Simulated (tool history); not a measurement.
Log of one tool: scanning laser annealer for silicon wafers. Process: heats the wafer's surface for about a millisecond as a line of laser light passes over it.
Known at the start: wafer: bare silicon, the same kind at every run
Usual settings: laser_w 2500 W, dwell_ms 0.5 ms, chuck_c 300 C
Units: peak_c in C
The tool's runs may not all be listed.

run	hour	laser_w	dwell_ms	chuck_c	peak_c
1	0	2500	0.5	300	1012
2	8.2	2517	0.5	300	1014
3	15.2	2517	0.5	300	1012
4	23.5	2500	0.5	319	1027
5	32.8	2500	0.5	319	1031
6	38	2500	0.5	319	1030
# hour 45.8: optics aligned, line set to its width
7	49.5	2500	0.5	319	1042
8	56.9	2500	0.5	319	1044
9	65.5	2500	0.5	319	1039
10	75.5	2500	0.5	300	1026
11	85.1	2259	0.5	300	954
12	90.5	2259	0.5	300	956
13	98.3	2259	0.5	265	922
14	108.2	2259	0.5	265	920
15	117.4	2500	0.464	300	996
16	122.5	2500	0.5	331	1052
17	128.4	2500	0.5	331	1050
18	133.5	2500	0.5	331	1050
19	141.1	2500	0.5	331	1054
20	146.6	2198	0.37	269	819
21	152.7	2198	0.37	269	816
22	159.1	2283	0.357	335	895
23	163.9	2477	0.5	272	987
24	171.3	2639	0.499	272	1030
25	177.8	2364	0.5	336	1019
26	183.2	2364	0.5	336	1019
27	190.7	2500	0.418	300	961
28	199.6	2662	0.46	327	1061
29	205.5	2227	0.5	331	974
30	211.4	2721	0.36	271	935
31	217.4	2682	0.36	284	940
32	225.7	2442	0.571	324	1073
33	235.7	2682	0.591	324	1162
34	246.1	2330	0.476	280	938
35	255.4	2400	0.488	337	1020
36	263.2	2400	0.599	271	1028
37	272.3	2232	0.415	271	863

Measured less the same run without the tool's hidden state. The same run-to-run variation is in both; the gauge's scatter may not be:
The hidden state here: light that passes the window, % of a clean one's; laser's true power over the reading, %; width of the line over the set one, %; drift of the gauge itself on peak_c, C.
run	peak_c
1	-19
2	-20
3	-20
4	-20
5	-20
6	-21
7	-6
8	-7
9	-7
10	-6
11	-6
12	-6
13	-6
14	-7
15	-7
16	-8
17	-8
18	-8
19	-8
20	-6
21	-6
22	-6
23	-8
24	-9
25	-8
26	-8
27	-8
28	-9
29	-8
30	-9
31	-8
32	-10
33	-11
34	-9
35	-10
36	-11
37	-9

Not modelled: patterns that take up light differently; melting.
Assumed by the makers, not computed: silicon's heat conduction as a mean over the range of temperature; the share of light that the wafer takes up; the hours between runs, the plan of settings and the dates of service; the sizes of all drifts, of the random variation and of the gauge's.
